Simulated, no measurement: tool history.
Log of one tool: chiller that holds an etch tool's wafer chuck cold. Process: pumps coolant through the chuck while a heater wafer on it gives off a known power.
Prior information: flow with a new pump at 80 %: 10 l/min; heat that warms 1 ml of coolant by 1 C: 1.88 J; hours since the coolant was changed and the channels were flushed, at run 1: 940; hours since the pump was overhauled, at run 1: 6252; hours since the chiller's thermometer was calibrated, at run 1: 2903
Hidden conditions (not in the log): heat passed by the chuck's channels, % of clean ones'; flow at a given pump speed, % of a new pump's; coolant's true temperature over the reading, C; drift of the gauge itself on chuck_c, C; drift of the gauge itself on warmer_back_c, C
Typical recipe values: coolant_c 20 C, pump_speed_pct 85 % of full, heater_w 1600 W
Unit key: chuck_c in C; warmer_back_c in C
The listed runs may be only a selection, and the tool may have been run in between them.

run	hour	coolant_c	pump_speed_pct	heater_w	hours since the coolant was changed and the channels were flushed	hours since the pump was overhauled	hours since the chiller's thermometer was calibrated	chuck_c	warmer_back_c
1	0	20	85	1600	940	6252	2903	36.3	5.44
2	163	21	85	1600	1103	6415	3066	37.6	5.51
3	263	20	85	1873	1203	6515	3166	39.7	6.44
4	419.1	20	85	1600	1359	6671	3322	36.6	5.56
5	503.9	20	85	1600	1444	6756	3407	36.7	5.59
6	650.3	20	85	1600	1590	6902	3553	36.9	5.58
7	771	23	85	1600	1711	7023	3674	40.1	5.55
8	903.1	20	85	1817	1843	7155	3806	39.4	6.38
9	986.1	20	85	1817	1926	7238	3889	39.4	6.42
10	1066.9	20	95	1600	2007	7319	3970	35.7	5.03
11	1166	20	95	1600	2106	7418	4069	35.5	5.07
12	1309.9	20	95	1600	2250	7562	4213	35.9	5.16
13	1428.3	20	95	1600	2368	7680	4331	35.7	5.1
14	1503.1	15	85	1600	2443	7755	4406	32.4	5.74
15	1583.9	28	85	1842	2524	7836	4487	48.3	6.59
16	1738	21	85	1600	2678	7990	4641	38.7	5.72
17	1852.7	12	100	1300	2792	8105	4755	24.4	4.01
18	1983.2	12	100	1300	2923	8235	4886	24.3	4
19	2128.6	12	86	1300	3068	8381	5031	26.3	4.69
20	2204.1	12	86	1300	3144	8456	5107	26.4	4.66
21	2363.5	29	62	880	3303	8616	5266	41.9	4.31
# hour 2408.2: coolant pump overhauled
22	2538	26	99	2334	3473	130	5436	45.5	6.07
23	2611.7	21	86	1123	3546	204	5509	31.3	3.37
24	2782.8	14	77	1243	3718	375	5681	26.9	4.18
25	2953.8	20	78	2222	3888	546	5852	43.4	7.26
# hour 2984.3: chiller's thermometer calibrated
26	3031.4	20	78	2222	3965	622	47	44	7.28

Run by run, hidden condition taken away, random variation retained:
run	chuck_c	warmer_back_c
1	34.3	4.76
2	35.5	4.81
3	37.1	5.6
4	34.4	4.83
5	34.4	4.84
6	34.5	4.82
7	37.6	4.78
8	36.5	5.48
9	36.4	5.5
10	33.3	4.29
11	33	4.31
12	33.4	4.4
13	33.1	4.32
14	29.4	4.86
15	44.7	5.57
16	35.5	4.81
17	22.2	3.37
18	22	3.34
19	23.6	3.91
20	23.6	3.88
21	39.4	3.57
22	44.4	6.09
23	30.9	3.38
24	26.3	4.17
25	41.7	7.22
26	41.8	7.22

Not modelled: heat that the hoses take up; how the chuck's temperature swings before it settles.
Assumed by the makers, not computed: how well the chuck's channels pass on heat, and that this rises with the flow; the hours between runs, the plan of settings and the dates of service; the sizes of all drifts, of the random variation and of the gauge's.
